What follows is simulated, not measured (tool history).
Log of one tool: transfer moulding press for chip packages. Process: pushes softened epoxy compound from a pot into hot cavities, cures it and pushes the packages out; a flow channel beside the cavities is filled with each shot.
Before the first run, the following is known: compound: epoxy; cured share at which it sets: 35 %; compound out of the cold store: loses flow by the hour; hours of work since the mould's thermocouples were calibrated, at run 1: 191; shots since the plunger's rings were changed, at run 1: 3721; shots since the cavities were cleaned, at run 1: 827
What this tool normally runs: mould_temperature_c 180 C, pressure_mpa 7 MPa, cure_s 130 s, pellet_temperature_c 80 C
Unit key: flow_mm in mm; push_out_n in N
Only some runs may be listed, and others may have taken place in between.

run,hour,mould_temperature_c,pressure_mpa,cure_s,pellet_temperature_c,hours of work since the mould's thermocouples were calibrated,shots since the plunger's rings were changed,shots since the cavities were cleaned,incoming compound's hours out of the cold store,flow_mm,push_out_n
1,0,180,7,130,80,191,3721,827,13,739,405
# hour 46.3: cavities cleaned with cleaning compound and waxed
2,76.2,180,7,130,80,234,4303,233,12.7,720,297
3,132,180,7,130,79,266,4738,668,20.7,694,377
4,171,180,7,130,79,289,5042,972,27.1,658,391
# hour 199.2: cavities cleaned with cleaning compound and waxed
# hour 205.7: mould's thermocouples calibrated
5,252.6,180,7,130,79,27,5651,400,47.5,585,319
# hour 270.5: plunger's sealing rings changed
6,333.6,180,7,130,76,73,492,1012,41.9,675,411
# hour 355.5: cavities cleaned with cleaning compound and waxed
7,419,180,7,130,80,121,1146,495,13.4,775,363
8,481.2,180,7,130,80,158,1631,980,28.7,702,406
# hour 511.6: cavities cleaned with cleaning compound and waxed
9,521.1,180,7,130,80,180,1930,74,20.8,720,245
10,586.7,180,7,130,80,218,2441,585,28.2,694,356
11,657,180,7,130,80,259,2990,1134,9.5,757,426
# hour 666.3: cavities cleaned with cleaning compound and waxed
12,706.8,180,7,130,80,287,3367,316,20.9,710,312
# hour 740.6: mould's thermocouples calibrated
13,791.8,180,7,130,80,30,4013,962,13.1,737,415
# hour 826: cavities cleaned with cleaning compound and waxed
14,831.8,180,7,153,77,52,4313,45,30.7,665,204
15,920.4,175,8.61,153,85,103,5005,737,10.4,816,384
# hour 978: cavities cleaned with cleaning compound and waxed
16,981.2,184,7,130,80,138,5467,26,21.7,666,194
# hour 1020.2: plunger's sealing rings changed
17,1030.8,184,7,116,86,165,83,393,29.2,705,326
18,1080.8,181,8.67,146,86,194,473,783,34.8,767,343
# hour 1132.4: cavities cleaned with cleaning compound and waxed
19,1155,180,5.93,119,80,236,1040,177,17.2,703,314
20,1216,180,5.93,119,80,272,1515,652,16.2,694,412
21,1262.9,186,6.03,132,82,299,1881,1018,26.8,638,371
# hour 1279.3: mould's thermocouples calibrated
# hour 1286.1: cavities cleaned with cleaning compound and waxed
22,1312.4,178,7,164,80,18,2240,206,44.7,644,247
23,1388.7,180,5.34,143,80,63,2834,800,30.4,593,366
24,1427.3,180,5.34,143,80,85,3135,1101,47.3,543,386
# hour 1437.1: cavities cleaned with cleaning compound and waxed
25,1502.1,176,8.05,130,79,128,3707,507,37.7,701,405
26,1552.5,181,6.38,125,85,157,4099,899,33.9,611,403

Consider 3 possible next runs. They are alternatives, not a sequence: every one starts from the tool as it was left by run 26. What does each give?
# hour 1592: cavities cleaned with cleaning compound and waxed
A,1645.2,184,6.28,156,85,210,4810,414,30.3,?,?
# hour 1592: cavities cleaned with cleaning compound and waxed
B,1645.2,182,7,130,80,210,4810,414,22.3,?,?
# hour 1592: cavities cleaned with cleaning compound and waxed
C,1645.2,180,7,130,76,210,4810,414,26.9,?,?

run,flow_mm,push_out_n
A,620,294
B,677,322
C,664,335
With no hidden state in the tool, these same runs would have given:
run,flow_mm,push_out_n
A,683,178
B,746,199
C,732,207
